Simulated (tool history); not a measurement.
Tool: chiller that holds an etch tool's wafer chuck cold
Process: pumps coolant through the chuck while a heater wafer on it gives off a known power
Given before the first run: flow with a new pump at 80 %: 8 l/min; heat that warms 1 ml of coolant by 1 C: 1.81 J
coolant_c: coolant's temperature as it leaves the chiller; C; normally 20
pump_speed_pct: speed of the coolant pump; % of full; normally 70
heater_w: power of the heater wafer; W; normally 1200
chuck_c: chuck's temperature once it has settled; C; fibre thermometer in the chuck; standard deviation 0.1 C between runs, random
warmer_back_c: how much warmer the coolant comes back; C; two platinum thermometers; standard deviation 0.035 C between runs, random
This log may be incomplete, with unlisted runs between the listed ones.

run,day,coolant_c,pump_speed_pct,heater_w,chuck_c,warmer_back_c
1,0,20,70,1200,30.2,5.76
2,1.533,17,70,1200,27.3,5.87
3,2.396,17,70,1200,27.2,5.78
4,3.592,17,70,1200,27.3,5.84
5,5.329,17,70,1200,27.2,5.88
6,6.733,17,70,1200,27.3,5.88
7,7.533,17,70,1200,27.4,5.91
8,9.096,17,70,1200,27.3,5.84
9,10.85,17,90,1200,25.2,4.42
10,12.408,17,90,1200,25.1,4.47
11,13.633,17,90,1200,25.1,4.49
12,14.817,17,90,1200,25.1,4.44
13,16.288,17,90,1200,25.1,4.47
14,17.996,20,70,1200,30.1,5.97
15,18.904,20,70,1200,30.4,5.97
16,20.05,20,70,1200,30.4,5.94
17,21.638,20,70,1200,30.1,6
18,22.85,20,70,1200,30.3,5.95
19,24.658,10,70,1382,21.9,6.9
20,26.404,10,70,1382,21.8,6.99
21,28.108,10,70,1382,21.9,6.89
22,29.85,20,67,1200,30.7,6.38
23,31.512,13,93,1479,22.6,5.44
24,32.475,27,70,841,34.1,4.32
25,34.383,23,70,1200,33.2,6.04
26,35.346,20,75,886,27.2,4.21
27,36.912,20,75,886,27.2,4.29
28,37.929,20,75,886,26.9,4.23
29,39.075,20,75,886,26.9,4.29
30,40.129,20,92,1158,27.6,4.4
31,41.596,20,78,759,25.8,3.53
32,42.683,17,74,759,23.1,3.81
33,44.521,20,74,1200,29.8,5.42

Missing from the log above: 2 entries noted between runs. For each, name the pair of listed runs it sits between and say how the tool's hidden condition differs from the listed run just before to the listed run just after:
From run 24 to run 25: chiller's thermometer calibrated (day 33.858)
  drift of the gauge itself on warmer_back_c, C: 0.27 -> 0.28
  the result without the hidden state subtracted from the measured one, warmer_back_c: +0.27 -> +0.28 C
From run 32 to run 33: gauge calibrated (day 44.458)
  drift of the gauge itself on warmer_back_c, C: 0.35 -> 0
  the result without the hidden state subtracted from the measured one, warmer_back_c: +0.35 -> +0 C

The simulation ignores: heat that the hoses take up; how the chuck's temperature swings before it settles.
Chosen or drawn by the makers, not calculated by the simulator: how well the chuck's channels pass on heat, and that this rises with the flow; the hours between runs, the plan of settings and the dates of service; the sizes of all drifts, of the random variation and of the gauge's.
